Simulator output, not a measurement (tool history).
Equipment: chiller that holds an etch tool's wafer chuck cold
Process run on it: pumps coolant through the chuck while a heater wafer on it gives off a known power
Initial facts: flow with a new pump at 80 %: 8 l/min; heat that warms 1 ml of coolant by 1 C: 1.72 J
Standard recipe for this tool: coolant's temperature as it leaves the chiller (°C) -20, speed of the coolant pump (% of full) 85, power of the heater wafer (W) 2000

run,day,coolant's temperature as it leaves the chiller (°C),speed of the coolant pump (% of full),power of the heater wafer (W),chuck's temperature once it has settled (°C),how much warmer the coolant comes back (C)
1,0,-20,85,2000,-6.3,8.25
2,3.096,-20,85,2000,-6.3,8.24
3,7.942,-20,93,2000,-7.4,7.5
4,13.842,-20,63,2000,-2.9,10.93
5,16.375,-20,80,2000,-5.6,8.64
6,18.983,-20,80,2000,-5.8,8.64
7,23.575,-20,85,2000,-6.1,8.14
8,28.804,-20,85,2000,-6.3,8.17
9,32.146,-25,85,2000,-11.5,8.22
10,36.192,-25,85,2000,-11.5,8.17
11,41.604,-20,100,2000,-8,6.94
12,47.108,-20,100,2000,-8,6.95
13,50.421,-20,100,2000,-8,6.93
14,53.296,-20,100,2000,-7.9,6.86
15,56.417,-20,71,2000,-4.3,9.6
16,59.317,-20,71,2000,-4.1,9.61
17,64.575,-20,85,2000,-6.4,8.05
18,69.425,-20,85,2000,-6.4,7.98
19,73.05,-19,83,2000,-5,8.23
20,79.092,-19,71,2000,-3.3,9.54
21,83.792,-20,87,2000,-6.5,7.81
22,86.396,-27,69,1406,-15.8,6.76
23,90.092,-21,74,1406,-10.2,6.37
24,95.346,-21,74,1406,-10.2,6.32
# day 95.867: chiller's thermometer calibrated
25,99.062,-21,74,1406,-10.3,6.27
# day 103.258: gauge calibrated
26,103.829,-20,80,1771,-7.2,7.78
27,109.742,-26,68,1719,-11.8,8.84
28,112.329,-18,63,1252,-6.9,6.86
29,115.392,-15,69,1270,-4.8,6.39
30,118.875,-15,69,1270,-4.8,6.41
31,122.329,-15,69,1270,-4.8,6.36
32,125.804,-20,69,1953,-4.3,9.79
33,129.125,-26,84,2000,-12.3,8.3

Consider 3 possible next runs. They are alternatives, not a sequence: every one starts from the tool as it was left by run 33. What does each give?
A,132.204,-20,82,2034,?,?
B,132.204,-22,94,2657,?,?
C,132.204,-13,84,2000,?,?

run,chuck's temperature once it has settled (°C),how much warmer the coolant comes back (C)
A,-5.7,8.57
B,-5.4,9.9
C,0.7,8.18
With no hidden state in the tool, these same runs would have given:
run,chuck's temperature once it has settled (°C),how much warmer the coolant comes back (C)
A,-5.8,8.65
B,-5.4,9.98
C,0.7,8.26
